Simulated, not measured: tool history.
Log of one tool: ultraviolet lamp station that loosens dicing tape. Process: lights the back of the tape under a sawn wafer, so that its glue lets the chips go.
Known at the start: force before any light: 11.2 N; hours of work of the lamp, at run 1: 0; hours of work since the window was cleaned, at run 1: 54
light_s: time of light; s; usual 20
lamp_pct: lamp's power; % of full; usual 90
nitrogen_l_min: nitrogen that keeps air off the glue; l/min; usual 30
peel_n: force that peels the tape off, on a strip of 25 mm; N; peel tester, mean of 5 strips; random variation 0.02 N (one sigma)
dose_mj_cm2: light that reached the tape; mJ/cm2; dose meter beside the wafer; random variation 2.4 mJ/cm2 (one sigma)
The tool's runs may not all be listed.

run	day	light_s	lamp_pct	nitrogen_l_min	hours of work of the lamp	hours of work since the window was cleaned	peel_n	dose_mj_cm2
1	0	20	90	30	0	54	0.966	257
2	1.862	20	90	30	26	81	0.908	261
3	4.471	20	90	12	63	118	1.682	257
4	6.012	20	90	29	85	140	0.965	257
5	7.733	11	90	29	110	164	2.759	142
6	10.096	11	90	29	143	197	2.784	143
7	11.683	11	90	29	166	220	2.758	143
8	14.254	20	90	30	202	256	0.951	260
9	16.2	20	90	28	230	284	0.969	256
10	18.092	20	80	30	256	311	1.22	229
11	20.233	20	90	30	287	341	0.981	255
12	22.433	39	90	30	318	372	0.281	505
13	24.796	20	90	30	351	406	0.973	257
14	27.621	20	90	30	392	446	0.958	258
15	29.312	20	90	30	416	470	0.935	260
16	32.388	20	90	30	459	514	0.984	261
17	35.088	20	90	30	497	552	0.976	255
18	38.229	20	90	30	542	596	0.99	259
19	40.146	20	90	30	569	624	0.963	256
20	43.133	22	90	30	611	666	0.794	283
# day 44.675: window cleaned of glue's vapour
21	44.704	22	90	30	633	0	0.792	287
22	46.592	22	90	30	660	27	0.8	285
23	48.375	18	84	31	685	52	1.289	218
24	51.042	18	84	31	723	90	1.31	221
# day 52.017: lamp changed
25	54.083	25	68	31	29	133	1.048	244
26	57.25	20	90	30	74	178	0.946	263
27	58.812	14	90	12	96	200	2.833	181
28	61.979	14	90	12	141	245	2.854	187
29	63.392	34	71	30	161	265	0.515	346
30	65.321	20	90	27	189	292	1.024	260
31	66.829	12	73	27	210	313	3.196	124
32	69.842	17	96	41	253	356	0.97	234
33	71.742	17	86	41	280	383	1.187	212
34	74.283	17	86	41	316	419	1.239	210
35	76.838	18	92	41	352	455	0.965	240
36	79.038	20	90	13	383	487	1.517	257
37	81.175	20	90	13	413	517	1.57	261
38	82.992	20	90	13	439	543	1.601	255
39	84.383	23	83	10	459	562	1.602	278
40	86.512	21	73	13	489	593	2.123	219
41	88.85	16	73	37	522	626	1.998	170
42	90.35	11	93	37	543	647	2.496	147
43	91.921	33	76	21	566	669	0.576	360

4 ways to go on from here, each from the tool as it stands after run 43. What would each give?
# day 93.433: window cleaned of glue's vapour
A	94.812	17	64	30	606	20	?	?
# day 93.433: window cleaned of glue's vapour
B	94.812	14	66	11	606	20	?	?
# day 93.433: window cleaned of glue's vapour
C	94.812	19	69	21	606	20	?	?
# day 93.433: window cleaned of glue's vapour
D	94.812	20	64	23	606	20	?	?

run	peel_n	dose_mj_cm2
A	2.358	152
B	4.216	133
C	2.164	187
D	2.123	188
Without the tool's hidden state the same runs would have given:
run	peel_n	dose_mj_cm2
A	2.353	153
B	4.21	134
C	2.159	187
D	2.118	188

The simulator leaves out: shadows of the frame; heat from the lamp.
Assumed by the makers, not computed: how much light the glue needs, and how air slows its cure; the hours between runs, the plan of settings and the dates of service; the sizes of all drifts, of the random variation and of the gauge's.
